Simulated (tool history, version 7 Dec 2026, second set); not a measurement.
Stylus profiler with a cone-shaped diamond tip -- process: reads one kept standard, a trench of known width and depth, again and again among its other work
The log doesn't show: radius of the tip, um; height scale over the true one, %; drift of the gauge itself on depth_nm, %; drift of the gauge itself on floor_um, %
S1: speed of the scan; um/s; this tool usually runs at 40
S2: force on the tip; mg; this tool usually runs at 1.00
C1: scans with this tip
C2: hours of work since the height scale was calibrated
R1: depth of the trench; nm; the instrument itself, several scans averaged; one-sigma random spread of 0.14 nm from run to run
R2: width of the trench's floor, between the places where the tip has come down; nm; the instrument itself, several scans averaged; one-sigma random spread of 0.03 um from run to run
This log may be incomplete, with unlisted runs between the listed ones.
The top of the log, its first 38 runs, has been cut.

run 39 hour=1002.8 | S1=12 S2=1.75 | C1=1478 C2=236 | R1=506.30 R2=46510
run 40 hour=1032.1 | S1=22 S2=1.24 | C1=1615 C2=258 | R1=505.32 R2=46370
run 41 hour=1048.0 | S1=22 S2=0.67 | C1=1688 C2=270 | R1=503.74 R2=46300
run 42 hour=1079.3 | S1=22 S2=0.67 | C1=1834 C2=293 | R1=503.58 R2=46250
run 43 hour=1100.3 | S1=50 S2=0.58 | C1=1932 C2=309 | R1=503.60 R2=45900
run 44 hour=1115.8 | S1=50 S2=0.58 | C1=2004 C2=321 | R1=503.62 R2=45950
run 45 hour=1152.3 | S1=143 S2=1.41 | C1=2174 C2=348 | R1=505.84 R2=45520
run 46 hour=1171.5 | S1=18 S2=0.96 | C1=2264 C2=362 | R1=504.56 R2=46250
run 47 hour=1186.7 | S1=82 S2=0.54 | C1=2334 C2=374 | R1=503.53 R2=45470

4 ways to go on from here, each from the tool as it stands after run 47. What would each give?
run A hour=1208.2 | S1=25 S2=2.11 | C1=2434 C2=390 | R1=? R2=?
run B hour=1208.2 | S1=83 S2=0.60 | C1=2434 C2=390 | R1=? R2=?
run C hour=1208.2 | S1=15 S2=0.66 | C1=2434 C2=390 | R1=? R2=?
run D hour=1208.2 | S1=21 S2=1.97 | C1=2434 C2=390 | R1=? R2=?

run=A R1=507.64 R2=46190
run=B R1=503.72 R2=45500
run=C R1=503.85 R2=46140
run=D R1=507.30 R2=46160
Without the tool's unlogged condition, the same runs would have read:
run=A R1=506.79 R2=46890
run=B R1=502.87 R2=46200
run=C R1=503.00 R2=46840
run=D R1=506.45 R2=46860
